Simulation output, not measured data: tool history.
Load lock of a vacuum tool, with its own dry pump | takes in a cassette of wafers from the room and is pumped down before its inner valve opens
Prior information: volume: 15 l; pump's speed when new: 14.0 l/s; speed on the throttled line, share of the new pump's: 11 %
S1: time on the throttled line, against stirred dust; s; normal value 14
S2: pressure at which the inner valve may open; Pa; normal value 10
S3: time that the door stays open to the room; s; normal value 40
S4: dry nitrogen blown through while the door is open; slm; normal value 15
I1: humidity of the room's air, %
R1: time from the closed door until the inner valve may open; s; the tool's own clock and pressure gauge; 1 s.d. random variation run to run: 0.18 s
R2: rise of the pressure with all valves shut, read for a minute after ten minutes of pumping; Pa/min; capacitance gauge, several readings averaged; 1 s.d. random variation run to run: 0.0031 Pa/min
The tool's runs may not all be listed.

run 1 day=0.000 | S1=14 S2=10 S3=40 S4=15 | I1=45.1 | R1=22.3 R2=0.204
run 2 day=7.108 | S1=14 S2=10 S3=40 S4=15 | I1=47.2 | R1=22.6 R2=0.214
run 3 day=14.504 | S1=14 S2=10 S3=40 S4=15 | I1=41.3 | R1=22.9 R2=0.205
run 4 day=21.754 | S1=14 S2=10 S3=40 S4=15 | I1=47.5 | R1=22.7 R2=0.217
run 5 day=33.500 | S1=14 S2=10 S3=40 S4=15 | I1=51.1 | R1=22.6 R2=0.223
run 6 day=45.100 | S1=14 S2=10 S3=40 S4=15 | I1=43.1 | R1=22.6 R2=0.211
run 7 day=59.458 | S1=14 S2=10 S3=40 S4=15 | I1=44.3 | R1=22.8 R2=0.228
run 8 day=68.225 | S1=14 S2=10 S3=40 S4=15 | I1=45.7 | R1=22.6 R2=0.225
run 9 day=77.696 | S1=14 S2=20 S3=40 S4=6 | I1=42.3 | R1=21.8 R2=0.243
run 10 day=87.950 | S1=14 S2=20 S3=40 S4=6 | I1=44.0 | R1=21.9 R2=0.250
run 11 day=99.867 | S1=14 S2=10 S3=40 S4=9 | I1=44.8 | R1=22.7 R2=0.249
run 12 day=110.983 | S1=26 S2=13 S3=41 S4=10 | I1=45.7 | R1=33.0 R2=0.266
run 13 day=122.217 | S1=13 S2=10 S3=40 S4=6 | I1=44.8 | R1=21.9 R2=0.269
run 14 day=137.142 | S1=9 S2=7 S3=40 S4=15 | I1=43.7 | R1=19.2 R2=0.252
run 15 day=148.271 | S1=14 S2=15 S3=40 S4=10 | I1=48.1 | R1=22.1 R2=0.265
run 16 day=154.383 | S1=14 S2=15 S3=40 S4=10 | I1=43.1 | R1=22.5 R2=0.266

Below are 4 alternative next runs, each starting from the tool's condition after run 16. Predict each:
run A day=164.562 | S1=14 S2=10 S3=46 S4=10 | I1=44.7 | R1=? R2=?
run B day=164.562 | S1=14 S2=19 S3=40 S4=5 | I1=47.4 | R1=? R2=?
run C day=164.562 | S1=14 S2=10 S3=64 S4=18 | I1=42.4 | R1=? R2=?
run D day=164.562 | S1=14 S2=13 S3=124 S4=10 | I1=45.1 | R1=? R2=?

run=A R1=22.8 R2=0.283
run=B R1=22.2 R2=0.286
run=C R1=23.1 R2=0.267
run=D R1=22.5 R2=0.306
With the hidden condition removed and each run's random variation left untouched, the same runs would have given:
run=A R1=22.3 R2=0.083
run=B R1=21.7 R2=0.088
run=C R1=22.6 R2=0.070
run=D R1=22.0 R2=0.106

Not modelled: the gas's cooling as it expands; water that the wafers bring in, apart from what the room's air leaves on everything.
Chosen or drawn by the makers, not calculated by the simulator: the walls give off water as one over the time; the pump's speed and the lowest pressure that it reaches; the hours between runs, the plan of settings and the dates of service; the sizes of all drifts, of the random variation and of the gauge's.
